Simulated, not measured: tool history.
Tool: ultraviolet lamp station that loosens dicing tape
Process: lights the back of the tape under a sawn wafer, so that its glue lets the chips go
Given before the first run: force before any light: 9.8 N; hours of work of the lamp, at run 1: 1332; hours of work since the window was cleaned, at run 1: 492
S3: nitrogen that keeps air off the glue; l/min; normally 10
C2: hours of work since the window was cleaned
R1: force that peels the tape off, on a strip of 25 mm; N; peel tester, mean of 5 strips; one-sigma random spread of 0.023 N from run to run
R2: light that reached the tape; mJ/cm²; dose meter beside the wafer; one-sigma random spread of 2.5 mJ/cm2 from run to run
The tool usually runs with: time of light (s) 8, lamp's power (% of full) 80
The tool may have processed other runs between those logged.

Run 1, hour 0: usual settings; hours of work of the lamp 1332; C2 492. Result: R1 2.116 N, R2 214 mJ/cm².
At hour 44.9: lamp changed.
Run 2, hour 95.8: usual settings but time of light (s) 12; hours of work of the lamp 40; C2 566. Result: R1 0.662 N, R2 392 mJ/cm².
Run 3, hour 153.8: usual settings but time of light (s) 12; hours of work of the lamp 85; C2 612. Result: R1 0.678 N, R2 390 mJ/cm².
Run 4, hour 201.1: usual settings but time of light (s) 12; hours of work of the lamp 122; C2 649. Result: R1 0.698 N, R2 379 mJ/cm².
At hour 261.9: window cleaned of glue's vapour.
Run 5, hour 261.9: usual settings; hours of work of the lamp 169; C2 0. Result: R1 1.167 N, R2 300 mJ/cm².
Run 6, hour 353.5: usual settings; hours of work of the lamp 241; C2 72. Result: R1 1.298 N, R2 286 mJ/cm².
Run 7, hour 441.9: usual settings; hours of work of the lamp 310; C2 141. Result: R1 1.336 N, R2 285 mJ/cm².
Run 8, hour 498.7: usual settings; hours of work of the lamp 355; C2 185. Result: R1 1.385 N, R2 279 mJ/cm².
Run 9, hour 575.6: usual settings; hours of work of the lamp 415; C2 245. Result: R1 1.388 N, R2 270 mJ/cm².
Run 10, hour 624.2: usual settings but time of light (s) 4; hours of work of the lamp 453; C2 283. Result: R1 3.611 N, R2 135 mJ/cm².
Run 11, hour 684.1: usual settings but time of light (s) 4; hours of work of the lamp 500; C2 330. Result: R1 3.809 N, R2 130 mJ/cm².
Run 12, hour 769.3: usual settings but time of light (s) 4; hours of work of the lamp 567; C2 397. Result: R1 4.037 N, R2 125 mJ/cm².
Run 13, hour 823.4: usual settings but time of light (s) 4; hours of work of the lamp 609; C2 439. Result: R1 4.049 N, R2 131 mJ/cm².
Run 14, hour 914.6: usual settings but time of light (s) 4; hours of work of the lamp 680; C2 511. Result: R1 4.141 N, R2 124 mJ/cm².
Run 15, hour 974.2: usual settings but time of light (s) 4; hours of work of the lamp 727; C2 557. Result: R1 4.064 N, R2 122 mJ/cm².
Run 16, hour 1020.7: usual settings but time of light (s) 4; hours of work of the lamp 763; C2 594. Result: R1 4.177 N, R2 118 mJ/cm².
Run 17, hour 1112: usual settings but time of light (s) 4; hours of work of the lamp 835; C2 665. Result: R1 4.349 N, R2 115 mJ/cm².
At hour 1151.4: window cleaned of glue's vapour.
Run 18, hour 1177.1: usual settings but time of light (s) 4, lamp's power (% of full) 78; hours of work of the lamp 885; C2 20. Result: R1 3.94 N, R2 125 mJ/cm².
Run 19, hour 1223.3: usual settings but time of light (s) 4, lamp's power (% of full) 78; hours of work of the lamp 921; C2 56. Result: R1 3.959 N, R2 125 mJ/cm².
Run 20, hour 1310.3: usual settings but time of light (s) 7, lamp's power (% of full) 78; hours of work of the lamp 990; C2 124. Result: R1 2.1 N, R2 209 mJ/cm².
Run 21, hour 1399.7: usual settings but time of light (s) 7, lamp's power (% of full) 78, S3 7 l/min; hours of work of the lamp 1059; C2 194. Result: R1 2.757 N, R2 204 mJ/cm².
Run 22, hour 1446.5: usual settings but time of light (s) 7, lamp's power (% of full) 78, S3 7 l/min; hours of work of the lamp 1096; C2 231. Result: R1 2.859 N, R2 200 mJ/cm².
Run 23, hour 1538.7: usual settings but time of light (s) 6, lamp's power (% of full) 78, S3 11 l/min; hours of work of the lamp 1168; C2 303. Result: R1 2.844 N, R2 165 mJ/cm².
Run 24, hour 1629.7: usual settings but time of light (s) 6, lamp's power (% of full) 78, S3 11 l/min; hours of work of the lamp 1239; C2 374. Result: R1 2.841 N, R2 165 mJ/cm².
Run 25, hour 1686: usual settings but time of light (s) 6, lamp's power (% of full) 78, S3 11 l/min; hours of work of the lamp 1283; C2 418. Result: R1 2.998 N, R2 160 mJ/cm².
Run 26, hour 1745.4: usual settings; hours of work of the lamp 1330; C2 465. Result: R1 2.099 N, R2 217 mJ/cm².
At hour 1791.7: lamp changed.
Run 27, hour 1824.2: usual settings but time of light (s) 7, lamp's power (% of full) 66, S3 11 l/min; hours of work of the lamp 25; C2 526. Result: R1 2.368 N, R2 195 mJ/cm².
Run 28, hour 1918.7: usual settings but time of light (s) 10, lamp's power (% of full) 84, S3 3 l/min; hours of work of the lamp 99; C2 600. Result: R1 2.334 N, R2 342 mJ/cm².
Run 29, hour 1973.4: usual settings but time of light (s) 12, S3 6 l/min; hours of work of the lamp 142; C2 642. Result: R1 1.116 N, R2 382 mJ/cm².
At hour 2045.5: window cleaned of glue's vapour.
Run 30, hour 2056: usual settings but time of light (s) 6, lamp's power (% of full) 94, S3 14 l/min; hours of work of the lamp 206; C2 8. Result: R1 1.212 N, R2 264 mJ/cm².
Run 31, hour 2106.7: usual settings but lamp's power (% of full) 73, S3 5 l/min; hours of work of the lamp 246; C2 48. Result: R1 2.404 N, R2 264 mJ/cm².
Run 32, hour 2165.5: usual settings but lamp's power (% of full) 73, S3 5 l/min; hours of work of the lamp 292; C2 94. Result: R1 2.375 N, R2 267 mJ/cm².
Run 33, hour 2254.8: usual settings but time of light (s) 12, S3 7 l/min; hours of work of the lamp 362; C2 164. Result: R1 0.798 N, R2 416 mJ/cm².
Run 34, hour 2343.1: usual settings but time of light (s) 4; hours of work of the lamp 431; C2 233. Result: R1 3.651 N, R2 136 mJ/cm².
Run 35, hour 2434.3: usual settings but time of light (s) 4; hours of work of the lamp 502; C2 304. Result: R1 3.708 N, R2 134 mJ/cm².
Run 36, hour 2475.2: usual settings but time of light (s) 6, lamp's power (% of full) 60, S3 5 l/min; hours of work of the lamp 534; C2 336. Result: R1 4.339 N, R2 150 mJ/cm².

Selected run-to-run steps in R1, each split into two signed amounts: the part the tool would show with no hidden state at all (from settings, incoming material and random variation), and the remainder, which goes to the hidden state together with any gauge scatter not common to the measured and the hidden-state-free results:
What the log doesn't record here: lamp's light, % of a new lamp's; light that the window lets through, % of a clean one's; drift of the gauge itself on peel_n, %; drift of the gauge itself on dose_mj_cm2, %.
Run 1 -> 2: time of light (s) 8 -> 12, lamp changed. R1 -1.454 N: hidden state -0.811, all else -0.643.
Run 9 -> 10: time of light (s) 8 -> 4. R1 +2.223 N: hidden state +0.194, all else +2.029.
Run 17 -> 18: lamp's power (% of full) 80 -> 78, window cleaned of glue's vapour. R1 -0.409 N: hidden state -0.479, all else +0.07.
Run 19 -> 20: time of light (s) 4 -> 7. R1 -1.859 N: hidden state -0.04, all else -1.819.
Run 26 -> 27: time of light (s) 8 -> 7, lamp's power (% of full) 80 -> 66, S3 10 -> 11, lamp changed. R1 +0.269 N: hidden state -0.538, all else +0.807.
Run 33 -> 34: time of light (s) 12 -> 4, S3 7 -> 10. R1 +2.853 N: hidden state +0.305, all else +2.548.
